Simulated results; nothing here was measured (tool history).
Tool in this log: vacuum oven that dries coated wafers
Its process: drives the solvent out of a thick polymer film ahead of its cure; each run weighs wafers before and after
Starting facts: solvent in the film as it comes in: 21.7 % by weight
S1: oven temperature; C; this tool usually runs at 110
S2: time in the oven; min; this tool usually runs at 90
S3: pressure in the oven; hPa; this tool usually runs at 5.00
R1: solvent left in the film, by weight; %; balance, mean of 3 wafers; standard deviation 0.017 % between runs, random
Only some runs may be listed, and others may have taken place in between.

run,day,S1,S2,S3,R1
1,0.000,110,90,5.00,1.64
2,0.842,110,90,5.00,1.65
3,2.183,110,90,5.00,1.66
4,3.225,110,90,5.00,1.63
5,4.179,110,65,5.00,3.09
6,4.892,110,65,5.00,3.06
7,5.858,110,90,5.00,1.65
8,6.529,110,90,5.00,1.67
9,7.554,110,90,5.00,1.62
10,8.738,110,90,5.00,1.64
11,10.238,110,90,5.00,1.61
12,11.325,110,90,5.00,1.64
13,12.404,110,90,5.00,1.60
14,13.467,117,77,5.00,1.23
15,14.879,100,77,4.16,4.33
16,15.679,122,61,3.90,1.33
17,17.008,118,61,3.90,1.89
18,18.042,114,78,3.61,1.54
19,19.238,108,90,10.54,2.05
20,20.029,101,121,15.24,2.25
21,21.079,101,121,15.24,2.29
22,21.833,98,90,11.76,4.17
23,22.996,98,90,11.76,4.14
24,23.996,100,125,6.73,1.95
# day 24.833: oven's thermocouples calibrated
25,25.196,107,140,6.15,0.98

4 ways to go on from here, each from the tool as it stands after run 25. What would each give?
A,26.450,119,60,7.67,?
B,26.450,116,90,5.00,?
C,26.450,96,59,10.38,?
D,26.450,123,110,2.63,?

run,R1
A,2.17
B,1.08
C,7.75
D,0.31
With no hidden state in the tool, these same runs would have given:
run,R1
A,2.16
B,1.04
C,7.73
D,0.25
